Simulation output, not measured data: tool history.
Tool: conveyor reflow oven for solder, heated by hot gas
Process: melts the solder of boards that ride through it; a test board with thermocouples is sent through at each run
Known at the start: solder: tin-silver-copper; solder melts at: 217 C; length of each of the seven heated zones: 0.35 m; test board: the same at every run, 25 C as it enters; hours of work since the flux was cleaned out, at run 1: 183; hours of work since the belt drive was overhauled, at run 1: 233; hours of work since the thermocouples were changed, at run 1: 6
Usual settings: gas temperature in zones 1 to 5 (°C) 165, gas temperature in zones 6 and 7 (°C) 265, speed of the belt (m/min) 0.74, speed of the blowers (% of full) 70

| run | hour | gas temperature in zones 1 to 5 (°C) | gas temperature in zones 6 and 7 (°C) | speed of the belt (m/min) | speed of the blowers (% of full) | hours of work since the flux was cleaned out | hours of work since the belt drive was overhauled | hours of work since the thermocouples were changed | highest temperature of the board (°C) | time above the solder's melting point (s) |
|---|---|---|---|---|---|---|---|---|---|---|
| 1 | 0 | 165 | 265 | 0.74 | 70 | 183 | 233 | 6 | 249.61 | 39.36 |
| 2 | 36.7 | 165 | 265 | 0.74 | 70 | 202 | 252 | 25 | 249.67 | 39.34 |
| 3 | 72.7 | 165 | 265 | 0.74 | 70 | 220 | 271 | 44 | 249.41 | 39.22 |
| 4 | 103.5 | 165 | 265 | 0.74 | 56 | 236 | 286 | 60 | 245.04 | 35.6 |
| 5 | 128.9 | 165 | 265 | 0.74 | 56 | 249 | 299 | 73 | 244.87 | 35.53 |
|  | 136.6 | flux residue cleaned out of gas plates and filters |
| 6 | 170.6 | 165 | 265 | 0.74 | 70 | 17 | 318 | 91 | 250.17 | 39.92 |
| 7 | 197.5 | 165 | 265 | 0.74 | 54 | 31 | 332 | 105 | 245.11 | 35.57 |
| 8 | 232.5 | 165 | 265 | 0.74 | 54 | 49 | 350 | 123 | 245.13 | 35.51 |
| 9 | 266.5 | 165 | 265 | 0.74 | 54 | 67 | 368 | 141 | 244.94 | 35.54 |
| 10 | 283.1 | 165 | 262 | 0.74 | 70 | 75 | 376 | 149 | 247.07 | 38.23 |
| 11 | 300.5 | 165 | 265 | 0.74 | 70 | 84 | 385 | 158 | 249.83 | 39.87 |
| 12 | 323.9 | 165 | 265 | 0.74 | 70 | 96 | 397 | 170 | 249.86 | 39.79 |
| 13 | 360 | 165 | 265 | 0.74 | 70 | 115 | 416 | 189 | 249.84 | 39.86 |
| 14 | 381.1 | 165 | 262 | 0.74 | 70 | 126 | 427 | 200 | 246.97 | 38.15 |
| 15 | 403.5 | 165 | 265 | 0.74 | 70 | 137 | 438 | 211 | 249.69 | 39.7 |
| 16 | 419.1 | 163 | 268 | 0.765 | 70 | 145 | 446 | 219 | 250.91 | 38.36 |
| 17 | 441.5 | 165 | 265 | 0.722 | 70 | 157 | 458 | 231 | 250.3 | 41.4 |
| 18 | 477.9 | 165 | 260 | 0.598 | 70 | 176 | 476 | 250 | 250.61 | 52.04 |
| 19 | 499.7 | 165 | 269 | 0.74 | 74 | 187 | 488 | 261 | 254.23 | 42.27 |
| 20 | 518.6 | 151 | 256 | 0.74 | 74 | 197 | 497 | 271 | 239.98 | 30.68 |
| 21 | 543.4 | 151 | 256 | 0.74 | 74 | 209 | 510 | 283 | 239.97 | 30.51 |
| 22 | 562.1 | 150 | 256 | 0.74 | 69 | 219 | 520 | 293 | 238.37 | 28.72 |
| 23 | 586 | 174 | 266 | 0.74 | 69 | 231 | 532 | 305 | 251.34 | 42.91 |
| 24 | 614.3 | 163 | 255 | 0.767 | 66 | 246 | 547 | 320 | 237.7 | 29 |
|  | 627.2 | flux residue cleaned out of gas plates and filters |
| 25 | 644.9 | 178 | 277 | 0.625 | 77 | 9 | 560 | 333 | 268.72 | 61.67 |
| 26 | 681 | 168 | 265 | 0.74 | 57 | 28 | 578 | 352 | 246.56 | 38.07 |
| 27 | 698.8 | 170 | 268 | 0.74 | 73 | 37 | 588 | 361 | 254.31 | 43.84 |
| 28 | 730.8 | 165 | 265 | 0.74 | 57 | 53 | 604 | 377 | 246.24 | 36.73 |
| 29 | 754 | 170 | 266 | 0.673 | 71 | 65 | 616 | 389 | 254.41 | 48.92 |
| 30 | 787.1 | 170 | 266 | 0.683 | 58 | 82 | 633 | 406 | 250.65 | 45.15 |

3 ways to go on from here, each from the tool as it stands after run 30. What would each give?
| A | 821 | 165 | 265 | 0.762 | 61 | 100 | 650 | 424 | ? | ? |
| B | 821 | 165 | 275 | 0.618 | 78 | 100 | 650 | 424 | ? | ? |
| C | 821 | 164 | 259 | 0.683 | 59 | 100 | 650 | 424 | ? | ? |

| run | highest temperature of the board (°C) | time above the solder's melting point (s) |
|---|---|---|
| A | 246.14 | 35.92 |
| B | 265.72 | 58.03 |
| C | 243.48 | 38.84 |
Without the tool's hidden state the same runs would have given:
| run | highest temperature of the board (°C) | time above the solder's melting point (s) |
|---|---|---|
| A | 246.61 | 35.62 |
| B | 266.4 | 57.36 |
| C | 243.98 | 38.54 |
